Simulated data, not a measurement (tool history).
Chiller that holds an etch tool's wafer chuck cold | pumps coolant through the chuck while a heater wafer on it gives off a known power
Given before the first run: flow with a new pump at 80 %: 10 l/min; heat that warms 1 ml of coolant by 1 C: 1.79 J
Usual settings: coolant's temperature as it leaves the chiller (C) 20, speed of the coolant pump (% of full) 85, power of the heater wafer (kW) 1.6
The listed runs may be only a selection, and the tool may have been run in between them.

| run | hour | coolant's temperature as it leaves the chiller (C) | speed of the coolant pump (% of full) | power of the heater wafer (kW) | chuck's temperature once it has settled (K) | how much warmer the coolant comes back (C) |
|---|---|---|---|---|---|---|
| 1 | 0 | 20 | 85 | 1.6 | 303.95 | 4.98 |
| 2 | 29.2 | 20 | 85 | 1.6 | 304.05 | 4.99 |
| 3 | 59.4 | 20 | 85 | 1.6 | 304.15 | 4.94 |
| 4 | 85.8 | 20 | 85 | 1.6 | 303.95 | 4.91 |
| 5 | 113 | 15 | 85 | 1.6 | 299.05 | 4.98 |
| 6 | 138.7 | 15 | 85 | 1.6 | 299.05 | 4.95 |
| 7 | 187.2 | 15 | 85 | 1.6 | 299.05 | 5.05 |
| 8 | 221.8 | 15 | 85 | 1.6 | 298.95 | 4.95 |
| 9 | 258.4 | 15 | 85 | 1.6 | 299.05 | 5.01 |
| 10 | 301.9 | 20 | 85 | 1.6 | 304.15 | 5.08 |
| 11 | 336.7 | 20 | 85 | 1.6 | 304.15 | 4.98 |
| 12 | 382.1 | 20 | 85 | 1.6 | 304.05 | 5.04 |
| 13 | 422.4 | 20 | 85 | 1.6 | 303.95 | 5.02 |
| 14 | 460.9 | 20 | 85 | 1.6 | 304.15 | 5.04 |
| 15 | 507.6 | 20 | 85 | 1.6 | 304.25 | 4.99 |
| 16 | 547.9 | 20 | 85 | 1.6 | 304.15 | 5.01 |
| 17 | 569.4 | 20 | 85 | 1.6 | 304.35 | 5.02 |
| 18 | 605.4 | 20 | 89 | 1.6 | 303.95 | 4.78 |
| 19 | 642.1 | 16 | 79 | 2.274 | 306.35 | 7.73 |
| 20 | 679 | 15 | 66 | 0.976 | 296.95 | 4.1 |
| 21 | 721 | 15 | 66 | 0.976 | 296.95 | 4.09 |
| 22 | 760.6 | 27 | 66 | 0.951 | 308.75 | 4.01 |
| 23 | 782.2 | 27 | 66 | 0.951 | 308.65 | 4.06 |
| 24 | 812.1 | 27 | 66 | 0.951 | 308.95 | 4.08 |
| 25 | 836.9 | 27 | 93 | 0.951 | 306.15 | 2.73 |
| 26 | 880.5 | 27 | 93 | 0.951 | 306.15 | 2.72 |
| 27 | 919.8 | 17 | 66 | 1.899 | 307.75 | 8.01 |
| 28 | 959.9 | 16 | 91 | 0.977 | 295.45 | 2.88 |
| 29 | 1008 | 13 | 94 | 2.308 | 300.95 | 6.51 |
| 30 | 1055.8 | 17 | 70 | 0.91 | 297.95 | 3.56 |
| 31 | 1095.2 | 17 | 70 | 0.91 | 297.95 | 3.61 |

Results per run with the tool's hidden condition removed, run-to-run variation unchanged:
Hidden state present: heat passed by the chuck's channels, % of clean ones'; flow at a given pump speed, % of a new pump's; coolant's true temperature over the reading, C; drift of the gauge itself on chuck_c, C; drift of the gauge itself on warmer_back_c, C.
| run | chuck's temperature once it has settled (K) | how much warmer the coolant comes back (C) |
|---|---|---|
| 1 | 303.15 | 5 |
| 2 | 303.25 | 5.01 |
| 3 | 303.35 | 4.95 |
| 4 | 303.15 | 4.93 |
| 5 | 298.25 | 4.99 |
| 6 | 298.25 | 4.96 |
| 7 | 298.25 | 5.05 |
| 8 | 298.15 | 4.95 |
| 9 | 298.25 | 5 |
| 10 | 303.25 | 5.07 |
| 11 | 303.25 | 4.97 |
| 12 | 303.15 | 5.02 |
| 13 | 303.05 | 5 |
| 14 | 303.25 | 5.02 |
| 15 | 303.35 | 4.97 |
| 16 | 303.25 | 4.98 |
| 17 | 303.35 | 4.98 |
| 18 | 302.95 | 4.75 |
| 19 | 304.75 | 7.67 |
| 20 | 296.25 | 4.07 |
| 21 | 296.15 | 4.05 |
| 22 | 308.05 | 3.97 |
| 23 | 307.85 | 4.02 |
| 24 | 308.15 | 4.03 |
| 25 | 305.65 | 2.7 |
| 26 | 305.65 | 2.69 |
| 27 | 305.95 | 7.9 |
| 28 | 294.95 | 2.84 |
| 29 | 299.35 | 6.41 |
| 30 | 297.25 | 3.51 |
| 31 | 297.25 | 3.55 |
